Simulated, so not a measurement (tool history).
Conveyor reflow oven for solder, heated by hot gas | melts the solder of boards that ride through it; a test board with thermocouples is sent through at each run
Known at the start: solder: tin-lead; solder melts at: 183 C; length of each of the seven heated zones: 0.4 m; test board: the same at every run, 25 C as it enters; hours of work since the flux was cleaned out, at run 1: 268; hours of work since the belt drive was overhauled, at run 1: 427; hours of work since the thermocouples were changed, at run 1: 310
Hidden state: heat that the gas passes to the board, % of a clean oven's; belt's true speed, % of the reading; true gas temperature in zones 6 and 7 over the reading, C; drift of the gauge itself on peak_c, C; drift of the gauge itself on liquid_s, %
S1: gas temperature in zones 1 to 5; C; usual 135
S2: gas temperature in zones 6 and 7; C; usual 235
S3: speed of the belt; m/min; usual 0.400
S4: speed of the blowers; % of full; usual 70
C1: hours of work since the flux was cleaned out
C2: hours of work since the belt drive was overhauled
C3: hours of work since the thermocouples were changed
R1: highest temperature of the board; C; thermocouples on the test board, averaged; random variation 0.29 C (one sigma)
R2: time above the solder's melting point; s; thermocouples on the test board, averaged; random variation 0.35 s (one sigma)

| run | hour | S1 | S2 | S3 | S4 | C1 | C2 | C3 | R1 | R2 |
|---|---|---|---|---|---|---|---|---|---|---|
| 1 | 0.0 | 135 | 235 | 0.400 | 70 | 268 | 427 | 310 | 220.2 | 93.7 |
| 2 | 50.8 | 135 | 235 | 0.400 | 70 | 292 | 451 | 333 | 219.7 | 93.1 |
| 3 | 103.5 | 135 | 235 | 0.400 | 70 | 316 | 475 | 357 | 219.1 | 93.2 |
| 4 | 162.9 | 135 | 235 | 0.400 | 70 | 343 | 502 | 385 | 218.9 | 92.7 |
|  | 171.2 | flux residue cleaned out of gas plates and filters |
| 5 | 232.6 | 135 | 235 | 0.400 | 70 | 28 | 532 | 414 | 221.2 | 95.3 |
| 6 | 262.0 | 135 | 235 | 0.379 | 70 | 42 | 545 | 428 | 222.8 | 102.9 |
| 7 | 311.6 | 135 | 235 | 0.379 | 70 | 64 | 568 | 450 | 221.9 | 102.6 |
| 8 | 368.2 | 140 | 228 | 0.400 | 64 | 90 | 594 | 476 | 214.7 | 90.6 |
| 9 | 411.9 | 140 | 233 | 0.399 | 64 | 110 | 614 | 497 | 218.7 | 95.4 |
| 10 | 455.6 | 140 | 233 | 0.399 | 64 | 130 | 634 | 517 | 218.5 | 95.2 |
| 11 | 522.0 | 142 | 234 | 0.400 | 70 | 161 | 665 | 547 | 220.6 | 98.2 |
| 12 | 556.8 | 142 | 234 | 0.400 | 70 | 177 | 680 | 563 | 220.7 | 98.2 |
| 13 | 592.6 | 127 | 224 | 0.382 | 70 | 193 | 697 | 579 | 210.1 | 82.2 |

3 ways to go on from here, each from the tool as it stands after run 13. What would each give?
| A | 656.2 | 124 | 224 | 0.378 | 81 | 222 | 726 | 609 | ? | ? |
| B | 656.2 | 135 | 231 | 0.400 | 70 | 222 | 726 | 609 | ? | ? |
| C | 656.2 | 128 | 224 | 0.369 | 70 | 222 | 726 | 609 | ? | ? |

| run | R1 | R2 |
|---|---|---|
| A | 211.6 | 85.0 |
| B | 216.1 | 89.9 |
| C | 211.4 | 88.6 |
Without the tool's hidden state the same runs would have given:
| run | R1 | R2 |
|---|---|---|
| A | 213.5 | 86.6 |
| B | 217.8 | 90.6 |
| C | 213.1 | 89.9 |
